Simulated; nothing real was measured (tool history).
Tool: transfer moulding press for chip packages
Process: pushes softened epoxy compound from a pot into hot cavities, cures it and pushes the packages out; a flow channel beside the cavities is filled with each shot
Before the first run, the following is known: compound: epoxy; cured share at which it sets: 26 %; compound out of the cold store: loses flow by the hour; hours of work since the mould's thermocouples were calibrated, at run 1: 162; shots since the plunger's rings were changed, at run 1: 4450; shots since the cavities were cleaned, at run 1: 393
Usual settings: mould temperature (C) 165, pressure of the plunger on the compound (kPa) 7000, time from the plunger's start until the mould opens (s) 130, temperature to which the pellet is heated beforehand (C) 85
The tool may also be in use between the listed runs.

run,day,mould temperature (C),pressure of the plunger on the compound (kPa),time from the plunger's start until the mould opens (s),temperature to which the pellet is heated beforehand (C),hours of work since the mould's thermocouples were calibrated,shots since the plunger's rings were changed,shots since the cavities were cleaned,incoming compound's hours out of the cold store,length that the compound runs in the flow channel (mm),greatest force on the pins that push the packages out (N)
1,0,165,7000,130,85,162,4450,393,22.2,922,311
2,0.658,165,7000,130,85,172,4594,537,16.9,969,315
3,1.275,165,7000,130,85,181,4729,672,19.7,943,312
4,1.842,165,7000,130,85,189,4853,796,22.1,930,321
# day 2.304: cavities cleaned with cleaning compound and waxed
5,2.392,165,7000,130,85,196,4960,19,29.2,870,318
6,2.992,165,7000,130,85,205,5092,151,34.1,835,311
7,3.612,165,7000,130,85,214,5227,286,10.1,1017,334
8,4.046,165,7000,130,85,220,5322,381,28.1,887,316
9,4.542,165,7000,130,85,227,5431,490,29.3,874,315
10,5.212,165,7000,130,85,237,5577,636,13.6,993,328
11,5.571,165,7000,130,85,242,5656,715,37.5,815,306
12,5.996,165,7000,130,85,248,5749,808,40.8,792,315
# day 6.396: cavities cleaned with cleaning compound and waxed
13,6.529,165,7000,130,85,255,5852,29,34.7,837,302
14,6.996,165,7000,130,85,262,5955,132,47.7,751,292

Run 15 is up next; what results do you expect?
15,7.425,165,6970,129,85,268,6048,225,41.2,?,?

{"run 15": {"length that the compound runs in the flow channel (mm)": 788, "greatest force on the pins that push the packages out (N)": 314}}
With no hidden state in the tool, this same run would have given length that the compound runs in the flow channel (mm) 789, greatest force on the pins that push the packages out (N) 312.
